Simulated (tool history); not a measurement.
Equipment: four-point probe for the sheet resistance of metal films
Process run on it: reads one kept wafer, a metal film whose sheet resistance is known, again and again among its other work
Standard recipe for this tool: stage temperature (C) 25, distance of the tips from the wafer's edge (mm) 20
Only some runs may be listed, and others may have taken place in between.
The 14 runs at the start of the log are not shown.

run     day  stage temperature (C)  distance of the tips from the wafer's edge (mm)  sheet resistance as the instrument gives it (ohm/square)
 15  10.229                     25                                               20                                                  0.394139
 16  11.067                     25                                               20                                                  0.394111
 17  11.925                     25                                               20                                                  0.394154
 18  12.667                     25                                               15                                                  0.394288
 19  13.208                     25                                               15                                                  0.394541
 20  14.146                     19                                               13                                                  0.393573
 21  15.158                     29                                               20                                                  0.395083
 22  15.821                     29                                               65                                                  0.394923
 23  16.354                     18                                               72                                                  0.392826
 24  17.054                     18                                               72                                                  0.392891
 25  17.583                     34                                                8                                                  0.397307
 26  18.242                     34                                               13                                                  0.396522
 27  18.971                     25                                                6                                                  0.396769
 28  19.958                     25                                                6                                                  0.396811
 29  20.454                     31                                               23                                                  0.395508
 30  21.075                     20                                               72                                                  0.393405
 31  21.896                     18                                                6                                                  0.395553
 32  22.679                     23                                               20                                                  0.394414
 33  23.104                     20                                                9                                                  0.394569

Alternative continuations, all from the tool just after run 33; predict every row:
  A  23.979                     23                                               11                                                         ?
  B  23.979                     31                                               66                                                         ?
  C  23.979                     20                                                7                                                         ?

run  sheet resistance as the instrument gives it (ohm/square)
  A                                                  0.394843
  B                                                   0.39564
  C                                                  0.395214
With the hidden condition removed and each run's random variation left untouched, the same runs would have given:
run  sheet resistance as the instrument gives it (ohm/square)
  A                                                  0.393009
  B                                                  0.393819
  C                                                  0.393373
